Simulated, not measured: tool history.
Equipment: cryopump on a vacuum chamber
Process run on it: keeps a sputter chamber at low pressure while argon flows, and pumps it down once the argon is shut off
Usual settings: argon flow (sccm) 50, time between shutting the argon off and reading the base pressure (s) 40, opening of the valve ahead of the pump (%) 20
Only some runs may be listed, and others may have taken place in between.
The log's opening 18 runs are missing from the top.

run	hour	argon flow (sccm)	time between shutting the argon off and reading the base pressure (s)	opening of the valve ahead of the pump (%)	hours of work since the pump was warmed up and emptied	hours of work since the cold head was overhauled	hours of work since the chamber's fittings were tightened	pressure while argon flows (Pa)	pressure after the wait (uPa)
19	278	28	28	46	222	771	487	0.0849	4.75
20	294.8	97	229	19	237	785	502	0.6971	1
21	310.4	31	40	20	250	799	515	0.2118	3.44
22	324.9	50	181	20	263	811	528	0.3417	1.19
23	342.1	74	24	24	278	826	543	0.4254	5.43
24	353.1	74	24	24	287	836	552	0.4252	5.49
25	371.5	74	223	20	303	851	568	0.504	1.09
26	386.4	36	30	20	316	864	581	0.2466	4.56
27	398.5	36	30	20	326	875	591	0.2468	4.59
28	414.7	49	25	19	340	889	605	0.3537	5.31
29	431.6	23	54	20	355	903	620	0.1581	2.63
30	445	56	139	20	367	915	631	0.385	1.47
31	460	56	139	20	379	928	644	0.3868	1.43
32	475.5	26	40	20	393	941	658	0.1802	3.46
33	484.5	24	40	20	401	949	666	0.1662	3.59

Branching from run 33: 4 alternative next runs. What would each branch give?
A	497.2	24	23	20	412	960	677	?	?
B	497.2	24	33	24	412	960	677	?	?
C	497.2	25	40	20	412	960	677	?	?
D	497.2	24	40	34	412	960	677	?	?

run	pressure while argon flows (Pa)	pressure after the wait (uPa)
A	0.1659	5.69
B	0.1394	4.25
C	0.1728	3.66
D	0.0999	3.66
What these runs would have given with no unlogged condition in the tool:
run	pressure while argon flows (Pa)	pressure after the wait (uPa)
A	0.1601	5.3
B	0.1336	3.85
C	0.1668	3.26
D	0.0941	3.25

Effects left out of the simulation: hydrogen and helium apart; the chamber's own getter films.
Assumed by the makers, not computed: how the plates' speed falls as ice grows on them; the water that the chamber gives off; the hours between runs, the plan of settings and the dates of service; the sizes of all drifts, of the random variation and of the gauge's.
